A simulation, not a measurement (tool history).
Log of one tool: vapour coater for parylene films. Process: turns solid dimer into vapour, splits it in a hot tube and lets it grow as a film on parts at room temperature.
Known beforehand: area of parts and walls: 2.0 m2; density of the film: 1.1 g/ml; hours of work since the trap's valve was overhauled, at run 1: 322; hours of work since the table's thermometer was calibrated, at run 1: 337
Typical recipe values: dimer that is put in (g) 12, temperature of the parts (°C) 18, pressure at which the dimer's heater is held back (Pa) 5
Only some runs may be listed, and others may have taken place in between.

run	day	dimer that is put in (g)	temperature of the parts (°C)	pressure at which the dimer's heater is held back (Pa)	hours of work since the trap's valve was overhauled	hours of work since the table's thermometer was calibrated	thickness of the film (µm)
1	0.000	12	18	5	322	337	3.22
2	0.612	12	14	5	329	344	3.65
3	1.183	12	14	5	336	351	3.67
4	1.967	12	14	5	346	361	3.66
5	2.562	12	18	5	353	368	3.11
6	3.246	12	18	5	361	376	3.12
7	3.779	12	18	5	367	382	3.07
8	4.600	12	18	5	377	392	3.15

What will run 9 give?
9	5.033	12	18	5	382	397	?

Run 9 produced thickness of the film (µm) 3.06.
If the tool had no hidden condition, the same run with the same run-to-run variation would have returned thickness of the film (µm) 3.32.

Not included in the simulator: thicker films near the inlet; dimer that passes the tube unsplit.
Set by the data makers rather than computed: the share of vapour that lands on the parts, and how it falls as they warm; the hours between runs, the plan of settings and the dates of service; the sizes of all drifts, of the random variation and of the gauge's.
